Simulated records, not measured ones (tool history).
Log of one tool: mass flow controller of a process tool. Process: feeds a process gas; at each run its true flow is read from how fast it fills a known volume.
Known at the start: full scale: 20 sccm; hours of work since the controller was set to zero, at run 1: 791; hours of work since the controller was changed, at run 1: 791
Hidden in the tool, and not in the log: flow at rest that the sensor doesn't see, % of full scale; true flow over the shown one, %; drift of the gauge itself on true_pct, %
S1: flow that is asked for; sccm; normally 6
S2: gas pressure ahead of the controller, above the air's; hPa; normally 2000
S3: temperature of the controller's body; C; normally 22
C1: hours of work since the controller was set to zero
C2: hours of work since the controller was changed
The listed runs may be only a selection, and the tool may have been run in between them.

Run 1, day 0.000: usual settings; C1 791; C2 791. Result: true flow (%) 97.43.
Run 2, day 1.588: usual settings; C1 807; C2 807. Result: true flow (%) 97.49.
Run 3, day 4.062: usual settings; C1 833; C2 833. Result: true flow (%) 97.31.
Run 4, day 7.579: usual settings but S1 2 sccm; C1 869; C2 869. Result: true flow (%) 95.64.
Run 5, day 9.629: usual settings but S1 2 sccm; C1 890; C2 890. Result: true flow (%) 95.61.
Run 6, day 12.417: usual settings but S1 2 sccm; C1 918; C2 918. Result: true flow (%) 95.47.
Run 7, day 15.321: usual settings but S1 2 sccm, S2 2590 hPa; C1 948; C2 948. Result: true flow (%) 95.60.
Run 8, day 17.904: usual settings but S1 2 sccm, S2 2590 hPa; C1 975; C2 975. Result: true flow (%) 95.56.
Run 9, day 21.508: usual settings but S1 2 sccm, S2 2590 hPa; C1 1012; C2 1012. Result: true flow (%) 95.57.
Run 10, day 24.817: usual settings; C1 1046; C2 1046. Result: true flow (%) 97.28.
Run 11, day 28.546: usual settings; C1 1084; C2 1084. Result: true flow (%) 97.18.
Run 12, day 30.825: usual settings; C1 1107; C2 1107. Result: true flow (%) 97.24.
Run 13, day 32.529: usual settings; C1 1125; C2 1125. Result: true flow (%) 97.14.
Run 14, day 35.488: usual settings; C1 1155; C2 1155. Result: true flow (%) 97.22.
Run 15, day 37.367: usual settings; C1 1174; C2 1174. Result: true flow (%) 97.24.
Run 16, day 40.367: usual settings; C1 1205; C2 1205. Result: true flow (%) 97.14.
Run 17, day 42.533: usual settings but S2 2680 hPa; C1 1227; C2 1227. Result: true flow (%) 97.52.
Run 18, day 45.696: usual settings but S2 2680 hPa; C1 1260; C2 1260. Result: true flow (%) 97.28.
Run 19, day 48.125: usual settings but S1 5 sccm; C1 1285; C2 1285. Result: true flow (%) 96.67.
Run 20, day 50.421: usual settings but S1 5 sccm; C1 1308; C2 1308. Result: true flow (%) 96.88.
At day 50.708: controller's zero set anew.
Run 21, day 53.325: usual settings but S1 8 sccm; C1 27; C2 1338. Result: true flow (%) 97.20.
Run 22, day 54.962: usual settings but S1 8 sccm; C1 44; C2 1355. Result: true flow (%) 97.31.
At day 56.254: controller's zero set anew, once more.
Run 23, day 58.683: usual settings; C1 25; C2 1393. Result: true flow (%) 97.96.
Run 24, day 62.275: usual settings; C1 62; C2 1430. Result: true flow (%) 97.85.
Run 25, day 63.892: usual settings but S3 21 C; C1 78; C2 1446. Result: true flow (%) 97.90.
Run 26, day 67.521: usual settings but S3 21 C; C1 116; C2 1483. Result: true flow (%) 97.88.
Run 27, day 69.150: usual settings but S1 3 sccm, S3 26 C; C1 132; C2 1500. Result: true flow (%) 97.64.
Run 28, day 71.038: usual settings but S3 33 C; C1 152; C2 1519. Result: true flow (%) 98.55.
Run 29, day 74.625: usual settings but S1 3 sccm, S3 33 C; C1 188; C2 1556. Result: true flow (%) 97.96.
Run 30, day 76.658: usual settings but S1 2 sccm, S3 28 C; C1 209; C2 1577. Result: true flow (%) 97.40.
Run 31, day 79.362: usual settings but S1 13 sccm, S2 2360 hPa; C1 237; C2 1605. Result: true flow (%) 98.70.
Run 32, day 81.058: usual settings but S1 9 sccm, S2 1690 hPa; C1 254; C2 1622. Result: true flow (%) 98.13.
Run 33, day 84.412: usual settings but S1 9 sccm, S2 1690 hPa; C1 289; C2 1657. Result: true flow (%) 98.03.
Run 34, day 87.346: usual settings but S1 2 sccm, S2 2340 hPa; C1 319; C2 1687. Result: true flow (%) 96.91.
Run 35, day 89.629: usual settings but S1 14 sccm, S2 2340 hPa, S3 32 C; C1 342; C2 1710. Result: true flow (%) 99.37.
Run 36, day 91.821: usual settings but S1 14 sccm, S2 1890 hPa, S3 31 C; C1 365; C2 1733. Result: true flow (%) 99.13.
Run 37, day 93.804: usual settings but S1 14 sccm, S2 1890 hPa, S3 31 C; C1 385; C2 1753. Result: true flow (%) 99.26.
Run 38, day 96.992: usual settings but S1 5 sccm, S2 2250 hPa, S3 29 C; C1 418; C2 1786. Result: true flow (%) 97.94.
Run 39, day 100.362: usual settings but S1 5 sccm, S2 1700 hPa, S3 24 C; C1 452; C2 1820. Result: true flow (%) 97.43.
Run 40, day 103.246: usual settings but S2 1480 hPa, S3 39 C; C1 482; C2 1850. Result: true flow (%) 98.27.
Run 41, day 105.612: usual settings but S1 7 sccm, S2 2540 hPa, S3 40 C; C1 506; C2 1874. Result: true flow (%) 98.89.
Run 42, day 109.238: usual settings but S1 7 sccm, S2 2620 hPa, S3 33 C; C1 544; C2 1911. Result: true flow (%) 98.59.
Run 43, day 112.362: usual settings but S1 5 sccm, S2 2620 hPa, S3 27 C; C1 576; C2 1943. Result: true flow (%) 97.96.
Run 44, day 116.317: usual settings but S2 2280 hPa; C1 616; C2 1984. Result: true flow (%) 97.67.
Run 45, day 118.933: usual settings but S2 2100 hPa, S3 23 C; C1 643; C2 2011. Result: true flow (%) 97.73.
Run 46, day 120.662: usual settings but S2 2100 hPa, S3 32 C; C1 661; C2 2028. Result: true flow (%) 98.13.
Run 47, day 123.454: usual settings but S2 2100 hPa, S3 32 C; C1 689; C2 2057. Result: true flow (%) 97.99.
Run 48, day 126.442: usual settings but S1 13 sccm, S2 2680 hPa, S3 33 C; C1 720; C2 2088. Result: true flow (%) 99.49.

How the hidden state differs across the entries between the runs, from the last listed run before each to the first after it:
From run 20 to run 21: controller's zero set anew (day 50.708)
  flow at rest that the sensor doesn't see, % of full scale: -0.283 -> -0.363
  measured value less the no-hidden-state value, true flow (%): -1.34 -> -1.12
From run 22 to run 23: controller's zero set anew, once more (day 56.254)
  flow at rest that the sensor doesn't see, % of full scale: -0.367 -> -0.014
  measured value less the no-hidden-state value, true flow (%): -1.13 -> -0.27
